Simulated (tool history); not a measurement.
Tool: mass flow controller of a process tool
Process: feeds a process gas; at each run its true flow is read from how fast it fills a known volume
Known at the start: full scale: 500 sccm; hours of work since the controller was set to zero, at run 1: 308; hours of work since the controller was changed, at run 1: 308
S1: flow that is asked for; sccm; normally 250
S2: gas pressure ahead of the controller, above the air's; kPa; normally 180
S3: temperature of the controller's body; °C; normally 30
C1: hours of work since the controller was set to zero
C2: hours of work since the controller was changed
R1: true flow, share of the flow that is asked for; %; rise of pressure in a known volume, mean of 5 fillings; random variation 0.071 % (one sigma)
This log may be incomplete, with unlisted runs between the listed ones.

run	hour	S1	S2	S3	C1	C2	R1
1	0.0	250	180	30	308	308	99.67
2	92.0	74	180	30	347	347	98.64
3	182.0	74	180	30	385	385	98.69
4	255.2	250	180	26	416	416	99.21
5	293.4	137	180	30	432	432	99.24
6	359.5	137	180	30	460	460	99.19
7	402.0	250	180	30	478	478	99.74
8	467.1	250	180	30	505	505	99.73
9	509.2	250	180	30	523	523	99.76
# hour 515.7: controller's zero set anew
10	574.1	74	180	30	25	550	97.97
11	654.7	461	142	24	59	584	99.75
12	700.1	115	176	23	78	604	97.72
# hour 743.0: controller's zero set anew, once more
13	769.1	326	160	33	11	633	100.34
14	832.9	326	160	33	38	660	100.65
15	901.4	492	262	21	67	689	99.86
16	940.5	232	180	22	83	705	98.89

Run 17 has not been measured yet. What should we expect?
17	988.0	334	160	27	104	725	?

Run 17 yielded R1 100.01 %.
Were there no unlogged condition in the tool, this run, its random variation unchanged, would have produced R1 99.74 %.
